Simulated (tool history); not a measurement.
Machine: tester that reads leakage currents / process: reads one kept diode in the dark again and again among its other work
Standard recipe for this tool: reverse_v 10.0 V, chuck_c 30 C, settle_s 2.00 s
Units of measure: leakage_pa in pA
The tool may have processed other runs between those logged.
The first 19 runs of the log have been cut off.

run    hour  reverse_v  chuck_c  settle_s  hours of work since the probe card was cleaned  hours of work since the tester was calibrated  hours of work since the chuck was calibrated  leakage_pa
 20  1442.4       10.0       50      2.00                                            1482                                            331                                           331     1068.25
 21  1542.9       10.0       50      2.00                                            1539                                            388                                           388     1072.83
 22  1648.9        7.7       30      2.00                                            1598                                            448                                           448      247.54
 23  1743.4        3.4       45      3.37                                            1652                                            501                                           501      514.54
 24  1802.4        3.4       54      3.92                                            1685                                            534                                           534      926.90
 25  1904.0        9.8       54      3.92                                            1742                                            592                                           592     1375.82
 26  1953.4        9.8       24      3.92                                            1770                                            619                                           619      172.47
 27  2021.7       15.5       55      5.30                                            1809                                            658                                           658     1728.62
 28  2081.1        2.6       55      0.43                                            1842                                            691                                           691      894.19
 29  2164.0       15.1       36      0.35                                            1889                                            738                                           738      497.63
 30  2234.1       15.1       36      0.35                                            1928                                            778                                           778      498.42
 31  2312.7        4.7       25      2.98                                            1973                                            822                                           822      141.52
 32  2400.3        2.6       48      8.12                                            2022                                            871                                           871      571.83
 33  2459.6        3.3       32      0.51                                            2056                                            905                                           905      209.67
 34  2552.8        5.5       28      5.83                                            2108                                            957                                           957      187.39
 35  2602.1        5.5       28      5.83                                            2136                                            985                                           985      186.71
 36  2666.8        5.8       30      0.35                                            2172                                           1022                                          1022      227.25
 37  2749.1        7.9       45      3.75                                            2219                                           1068                                          1068      710.01
 38  2800.2        7.9       31      4.05                                            2248                                           1097                                          1097      266.87
 39  2905.4        7.9       31      4.05                                            2307                                           1156                                          1156      267.56

Run 40 is up next; what results do you expect?
 40  2951.7        7.9       31      4.05                                            2333                                           1182                                          1182           ?

{"run 40": {"leakage_pa": 266.3}}
Without the tool's hidden state the same run would have given leakage_pa 266.11 pA.

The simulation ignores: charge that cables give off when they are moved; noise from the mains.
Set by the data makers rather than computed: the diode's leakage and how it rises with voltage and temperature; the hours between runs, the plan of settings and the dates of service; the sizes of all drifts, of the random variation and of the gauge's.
